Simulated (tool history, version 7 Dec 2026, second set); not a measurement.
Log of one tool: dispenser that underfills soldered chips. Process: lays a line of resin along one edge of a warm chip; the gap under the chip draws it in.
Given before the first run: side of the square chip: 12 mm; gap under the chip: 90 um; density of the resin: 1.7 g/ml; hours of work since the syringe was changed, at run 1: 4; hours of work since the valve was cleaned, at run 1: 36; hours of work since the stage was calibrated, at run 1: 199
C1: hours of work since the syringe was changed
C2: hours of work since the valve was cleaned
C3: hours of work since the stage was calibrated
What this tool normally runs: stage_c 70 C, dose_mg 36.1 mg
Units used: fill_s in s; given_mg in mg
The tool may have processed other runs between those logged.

{"run": 1, "hour": 0.0, "stage_c": 70, "dose_mg": 36.1, "C1": 4, "C2": 36, "C3": 199, "fill_s": 112.9, "given_mg": 35.16}
{"hour": 10.7, "done": "new syringe of resin"}
{"run": 2, "hour": 10.8, "stage_c": 70, "dose_mg": 36.1, "C1": 0, "C2": 43, "C3": 207, "fill_s": 88.8, "given_mg": 35.13}
{"run": 3, "hour": 16.8, "stage_c": 70, "dose_mg": 36.1, "C1": 4, "C2": 48, "C3": 211, "fill_s": 120.7, "given_mg": 34.96}
{"run": 4, "hour": 22.4, "stage_c": 70, "dose_mg": 36.1, "C1": 8, "C2": 52, "C3": 215, "fill_s": 156.5, "given_mg": 35.03}
{"hour": 26.4, "done": "new syringe of resin"}
{"run": 5, "hour": 32.5, "stage_c": 70, "dose_mg": 36.1, "C1": 4, "C2": 59, "C3": 222, "fill_s": 119, "given_mg": 34.59}
{"hour": 41.7, "done": "new syringe of resin"}
{"run": 6, "hour": 41.7, "stage_c": 70, "dose_mg": 39.3, "C1": 0, "C2": 65, "C3": 228, "fill_s": 88.2, "given_mg": 37.51}
{"run": 7, "hour": 50.0, "stage_c": 70, "dose_mg": 39.3, "C1": 6, "C2": 71, "C3": 234, "fill_s": 129.3, "given_mg": 37.28}
{"run": 8, "hour": 55.5, "stage_c": 70, "dose_mg": 39.3, "C1": 10, "C2": 75, "C3": 238, "fill_s": 168.7, "given_mg": 37.2}
{"hour": 57.2, "done": "dispensing valve cleaned and set on the balance"}
{"hour": 58.1, "done": "new syringe of resin"}
{"run": 9, "hour": 66.6, "stage_c": 70, "dose_mg": 39.3, "C1": 6, "C2": 7, "C3": 245, "fill_s": 132.6, "given_mg": 39.26}
{"hour": 73.6, "done": "new syringe of resin"}
{"run": 10, "hour": 76.4, "stage_c": 70, "dose_mg": 39.3, "C1": 2, "C2": 13, "C3": 252, "fill_s": 100.6, "given_mg": 38.88}
{"run": 11, "hour": 86.9, "stage_c": 70, "dose_mg": 33.6, "C1": 9, "C2": 21, "C3": 259, "fill_s": 165.4, "given_mg": 32.75}
{"hour": 89.4, "done": "new syringe of resin"}
{"run": 12, "hour": 93.2, "stage_c": 70, "dose_mg": 33.6, "C1": 3, "C2": 25, "C3": 264, "fill_s": 106, "given_mg": 32.89}
{"run": 13, "hour": 102.3, "stage_c": 70, "dose_mg": 33.6, "C1": 9, "C2": 32, "C3": 270, "fill_s": 160.2, "given_mg": 32.76}
{"hour": 104.7, "done": "new syringe of resin"}
{"run": 14, "hour": 107.8, "stage_c": 58, "dose_mg": 42.4, "C1": 2, "C2": 35, "C3": 274, "fill_s": 184.6, "given_mg": 41.2}
{"run": 15, "hour": 112.6, "stage_c": 56, "dose_mg": 33.5, "C1": 6, "C2": 39, "C3": 277, "fill_s": 257.7, "given_mg": 32.56}

What will run 16 give?
{"run": 16, "hour": 119.0, "stage_c": 80, "dose_mg": 36.1, "C1": 10, "C2": 43, "C3": 282, "fill_s": "?", "given_mg": "?"}

{"run 16": {"fill_s": 107.7, "given_mg": 35}}
On a tool with no hidden condition, and with the same random variation, this run would have come out at fill_s 60.3 s, given_mg 36.24 mg.
